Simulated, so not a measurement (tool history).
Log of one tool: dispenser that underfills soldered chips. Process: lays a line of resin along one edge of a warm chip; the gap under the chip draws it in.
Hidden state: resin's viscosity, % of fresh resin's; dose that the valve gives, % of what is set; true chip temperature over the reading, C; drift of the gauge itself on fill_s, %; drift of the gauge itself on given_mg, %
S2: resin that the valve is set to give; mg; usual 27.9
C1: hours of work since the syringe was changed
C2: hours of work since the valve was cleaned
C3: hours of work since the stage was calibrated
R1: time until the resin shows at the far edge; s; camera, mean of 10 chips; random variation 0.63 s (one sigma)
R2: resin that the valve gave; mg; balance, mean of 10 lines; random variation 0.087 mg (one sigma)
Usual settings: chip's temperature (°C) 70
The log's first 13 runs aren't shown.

{"hour": 85.3, "done": "new syringe of resin"}
{"hour": 90.5, "done": "dispensing valve cleaned and set on the balance"}
{"run": 14, "hour": 94.4, "chip's temperature (°C)": 70, "S2": 27.9, "C1": 5, "C2": 3, "C3": 266, "R1": 69.3, "R2": 28.01}
{"hour": 99.6, "done": "new syringe of resin"}
{"run": 15, "hour": 103.8, "chip's temperature (°C)": 70, "S2": 27.9, "C1": 3, "C2": 8, "C3": 271, "R1": 59.8, "R2": 27.72}
{"run": 16, "hour": 107.8, "chip's temperature (°C)": 70, "S2": 27.9, "C1": 5, "C2": 11, "C3": 274, "R1": 68.9, "R2": 27.69}
{"hour": 113.2, "done": "new syringe of resin"}
{"run": 17, "hour": 114.2, "chip's temperature (°C)": 70, "S2": 27.9, "C1": 1, "C2": 15, "C3": 278, "R1": 53.4, "R2": 27.81}
{"run": 18, "hour": 123.5, "chip's temperature (°C)": 69, "S2": 33.8, "C1": 7, "C2": 21, "C3": 284, "R1": 77.9, "R2": 33.83}
{"hour": 126.3, "done": "new syringe of resin"}
{"run": 19, "hour": 130.4, "chip's temperature (°C)": 69, "S2": 33.8, "C1": 3, "C2": 25, "C3": 288, "R1": 60.9, "R2": 33.59}
{"run": 20, "hour": 136.1, "chip's temperature (°C)": 57, "S2": 24.2, "C1": 6, "C2": 29, "C3": 292, "R1": 142.2, "R2": 24.13}
{"hour": 139.7, "done": "new syringe of resin"}
{"run": 21, "hour": 141.7, "chip's temperature (°C)": 56, "S2": 24.2, "C1": 1, "C2": 32, "C3": 295, "R1": 110.6, "R2": 23.98}
{"run": 22, "hour": 148.7, "chip's temperature (°C)": 63, "S2": 32.3, "C1": 6, "C2": 37, "C3": 300, "R1": 97.2, "R2": 31.94}
{"hour": 152.9, "done": "new syringe of resin"}
{"run": 23, "hour": 157.1, "chip's temperature (°C)": 83, "S2": 31.5, "C1": 3, "C2": 42, "C3": 305, "R1": 32.6, "R2": 31.06}
{"run": 24, "hour": 162.9, "chip's temperature (°C)": 84, "S2": 30.3, "C1": 6, "C2": 46, "C3": 309, "R1": 39.3, "R2": 30.0}
{"hour": 165.4, "done": "dispensing valve cleaned and set on the balance"}
{"hour": 167.3, "done": "new syringe of resin"}
{"run": 25, "hour": 168.4, "chip's temperature (°C)": 83, "S2": 25.4, "C1": 1, "C2": 2, "C3": 311, "R1": 29.1, "R2": 25.26}
{"run": 26, "hour": 177.8, "chip's temperature (°C)": 60, "S2": 29.4, "C1": 7, "C2": 8, "C3": 317, "R1": 117.9, "R2": 29.14}
{"hour": 180.7, "done": "new syringe of resin"}
{"run": 27, "hour": 182.3, "chip's temperature (°C)": 56, "S2": 34.9, "C1": 1, "C2": 10, "C3": 320, "R1": 105.4, "R2": 34.81}
{"run": 28, "hour": 191.0, "chip's temperature (°C)": 56, "S2": 34.9, "C1": 7, "C2": 16, "C3": 326, "R1": 144.6, "R2": 34.76}
{"hour": 193.8, "done": "new syringe of resin"}
{"run": 29, "hour": 195.3, "chip's temperature (°C)": 56, "S2": 29.4, "C1": 1, "C2": 19, "C3": 328, "R1": 102.9, "R2": 29.33}
{"run": 30, "hour": 202.2, "chip's temperature (°C)": 56, "S2": 29.4, "C1": 5, "C2": 23, "C3": 333, "R1": 133.0, "R2": 29.1}
{"hour": 207.5, "done": "new syringe of resin"}
{"run": 31, "hour": 210.4, "chip's temperature (°C)": 70, "S2": 26.6, "C1": 2, "C2": 28, "C3": 338, "R1": 55.2, "R2": 26.39}
{"run": 32, "hour": 214.7, "chip's temperature (°C)": 71, "S2": 27.9, "C1": 5, "C2": 31, "C3": 340, "R1": 60.8, "R2": 27.58}
{"hour": 220.7, "done": "new syringe of resin"}
{"run": 33, "hour": 223.2, "chip's temperature (°C)": 57, "S2": 24.4, "C1": 2, "C2": 36, "C3": 346, "R1": 104.6, "R2": 24.07}
{"run": 34, "hour": 227.4, "chip's temperature (°C)": 81, "S2": 33.6, "C1": 4, "C2": 39, "C3": 348, "R1": 37.8, "R2": 32.99}

Forecast each of these 5 alternatives for the next run:
{"hour": 233.9, "done": "new syringe of resin"}
{"run": "A", "hour": 234.5, "chip's temperature (°C)": 65, "S2": 31.8, "C1": 0, "C2": 43, "C3": 353, "R1": "?", "R2": "?"}
{"hour": 233.9, "done": "new syringe of resin"}
{"run": "B", "hour": 234.5, "chip's temperature (°C)": 77, "S2": 25.8, "C1": 0, "C2": 43, "C3": 353, "R1": "?", "R2": "?"}
{"hour": 233.9, "done": "new syringe of resin"}
{"run": "C", "hour": 234.5, "chip's temperature (°C)": 68, "S2": 27.9, "C1": 0, "C2": 43, "C3": 353, "R1": "?", "R2": "?"}
{"hour": 233.9, "done": "new syringe of resin"}
{"run": "D", "hour": 234.5, "chip's temperature (°C)": 81, "S2": 24.6, "C1": 0, "C2": 43, "C3": 353, "R1": "?", "R2": "?"}
{"hour": 233.9, "done": "new syringe of resin"}
{"run": "E", "hour": 234.5, "chip's temperature (°C)": 81, "S2": 32.9, "C1": 0, "C2": 43, "C3": 353, "R1": "?", "R2": "?"}

run=A R1=64.0 R2=31.37
run=B R1=37.3 R2=25.32
run=C R1=56.3 R2=27.65
run=D R1=31.2 R2=24.28
run=E R1=30.6 R2=32.44
Without the tool's hidden state the same runs would have given:
run=A R1=70.0 R2=31.89
run=B R1=40.4 R2=25.74
run=C R1=61.4 R2=28.11
run=D R1=33.7 R2=24.68
run=E R1=33.1 R2=32.98
